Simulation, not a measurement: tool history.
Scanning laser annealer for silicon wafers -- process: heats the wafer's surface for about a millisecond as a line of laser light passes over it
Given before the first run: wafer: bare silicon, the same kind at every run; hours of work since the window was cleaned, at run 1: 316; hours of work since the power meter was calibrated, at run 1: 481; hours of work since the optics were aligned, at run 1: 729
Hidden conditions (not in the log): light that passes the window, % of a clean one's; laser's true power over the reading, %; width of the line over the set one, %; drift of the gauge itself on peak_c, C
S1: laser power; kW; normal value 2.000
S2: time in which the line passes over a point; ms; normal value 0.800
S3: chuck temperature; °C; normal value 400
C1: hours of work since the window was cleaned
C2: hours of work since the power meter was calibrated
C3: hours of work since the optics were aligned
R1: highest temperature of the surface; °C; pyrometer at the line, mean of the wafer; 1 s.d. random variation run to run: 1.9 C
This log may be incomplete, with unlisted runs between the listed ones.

Run 1, hour 0.0: usual settings; C1 316; C2 481; C3 729. Result: R1 1142 °C.
Run 2, hour 17.4: usual settings; C1 326; C2 491; C3 739. Result: R1 1137 °C.
Run 3, hour 31.3: usual settings but S2 0.820 ms; C1 334; C2 499; C3 747. Result: R1 1147 °C.
Run 4, hour 42.3: usual settings but S2 0.820 ms; C1 341; C2 506; C3 754. Result: R1 1148 °C.
Run 5, hour 62.9: usual settings but S2 0.590 ms; C1 353; C2 518; C3 766. Result: R1 1030 °C.
Run 6, hour 75.3: usual settings but S2 0.781 ms; C1 360; C2 525; C3 774. Result: R1 1126 °C.
Run 7, hour 89.0: usual settings but S2 0.781 ms, S3 392 °C; C1 369; C2 534; C3 782. Result: R1 1118 °C.
Run 8, hour 98.9: usual settings but S2 0.781 ms, S3 392 °C; C1 374; C2 539; C3 788. Result: R1 1117 °C.
Run 9, hour 117.6: usual settings but S2 0.781 ms, S3 392 °C; C1 386; C2 551; C3 799. Result: R1 1119 °C.
Run 10, hour 133.1: usual settings but S1 1.964 kW, S2 0.591 ms; C1 395; C2 560; C3 808. Result: R1 1016 °C.
Run 11, hour 144.7: usual settings but S1 1.989 kW, S2 0.591 ms; C1 402; C2 567; C3 815. Result: R1 1025 °C.
Run 12, hour 161.5: usual settings but S2 0.696 ms; C1 412; C2 577; C3 825. Result: R1 1083 °C.
Run 13, hour 170.8: usual settings but S1 1.855 kW, S2 0.581 ms, S3 396 °C; C1 417; C2 582; C3 830. Result: R1 974 °C.
Run 14, hour 189.9: usual settings but S1 1.844 kW, S2 0.782 ms; C1 429; C2 594; C3 842. Result: R1 1068 °C.

Predict each of these 4 candidate next runs independently; none follows another, all start after run 14:
Run A, hour 204.6: usual settings but S1 1.787 kW, S2 0.658 ms, S3 388 °C; C1 437; C2 602; C3 850. Result: R1 ?.
Run B, hour 204.6: usual settings but S1 2.142 kW; C1 437; C2 602; C3 850. Result: R1 ?.
Run C, hour 204.6: usual settings but S1 1.844 kW, S2 0.782 ms, S3 377 °C; C1 437; C2 602; C3 850. Result: R1 ?.
Run D, hour 204.6: usual settings but S1 1.995 kW, S2 0.782 ms; C1 437; C2 602; C3 850. Result: R1 ?.

run    R1
  A   979
  B  1186
  C  1048
  D  1121
With no hidden state in the tool, these same runs would have given:
run    R1
  A  1001
  B  1214
  C  1072
  D  1147

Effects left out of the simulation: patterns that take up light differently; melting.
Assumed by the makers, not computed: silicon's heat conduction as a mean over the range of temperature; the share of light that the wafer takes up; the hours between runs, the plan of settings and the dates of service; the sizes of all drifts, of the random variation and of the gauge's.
